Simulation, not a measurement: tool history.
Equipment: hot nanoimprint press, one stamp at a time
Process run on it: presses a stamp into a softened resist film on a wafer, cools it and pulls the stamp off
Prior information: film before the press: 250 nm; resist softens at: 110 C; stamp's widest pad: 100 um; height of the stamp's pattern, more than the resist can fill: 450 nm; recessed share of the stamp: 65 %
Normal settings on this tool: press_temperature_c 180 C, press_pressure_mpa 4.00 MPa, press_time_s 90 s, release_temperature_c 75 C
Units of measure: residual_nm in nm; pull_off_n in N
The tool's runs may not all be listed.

run     day  press_temperature_c  press_pressure_mpa  press_time_s  release_temperature_c  residual_nm  pull_off_n
  1   0.000                  180                4.00            90                     75        137.9         281
      1.471  -- stamp cleaned and given a new release coat
  2   1.479                  180                4.00            90                     75        137.5         225
  3   2.488                  180                4.00            90                     75        138.6         241
  4   3.067                  180                4.00           163                     75        114.0         235
      3.900  -- plate thermocouple calibrated
  5   3.908                  180                4.00           163                     75        117.2         254
  6   4.675                  180                4.00           163                     62        115.7         328
  7   5.454                  180                4.00           163                     62        117.3         321
  8   6.200                  180                6.27            90                     75        114.4         263
      6.792  -- plate thermocouple calibrated, once more
  9   7.350                  180                4.00            90                     75        131.5         250
 10   8.350                  180                2.58            90                     75        161.1         262
 11   9.121                  180                4.00            90                     70        131.8         294
 12  10.325                  180                5.01            90                     75        118.8         270
 13  11.204                  180                5.01            90                     75        119.2         276
 14  12.550                  180                4.00            90                     75        133.7         276
     13.221  -- stamp cleaned and given a new release coat
 15  13.833                  180                4.00            90                     75        132.2         218
 16  14.962                  169                6.14            78                     74        166.2         242
 17  15.992                  168                4.00            92                     78        189.8         219
 18  16.650                  170                4.00            68                     76        193.5         235
 19  17.521                  170                4.00            68                     76        193.9         248
 20  18.192                  180                4.00            96                     75        133.0         236
 21  19.267                  180                4.00            96                     75        132.6         251
 22  20.467                  180                4.00            96                     75        133.6         261
 23  21.517                  180                4.00            96                     75        133.0         260
 24  22.175                  180                3.66            72                     75        149.7         272
 25  23.488                  188                4.00            65                     75        117.5         279
     24.754  -- stamp cleaned and given a new release coat
 26  24.754                  188                4.00            65                     75        120.8         227
 27  25.525                  188                4.00            65                     75        117.9         230
 28  26.550                  185                3.97            65                     68        131.1         278
     27.846  -- press's hydraulic seals changed and the load cell set to zero
 29  28.267                  185                3.97            65                     68        124.9         277

Predict each of these 3 candidate next runs independently; none follows another, all start after run 29:
  A  29.246                  180                3.60            95                     66            ?           ?
  B  29.246                  174                4.00            90                     78            ?           ?
  C  29.246                  185                3.67            57                     80            ?           ?

run  residual_nm  pull_off_n
  A        139.0         291
  B        161.9         234
  C        136.6         223
Had the tool no hidden state, the same runs would have come out as:
run  residual_nm  pull_off_n
  A        134.9         262
  B        157.2         208
  C        132.7         199
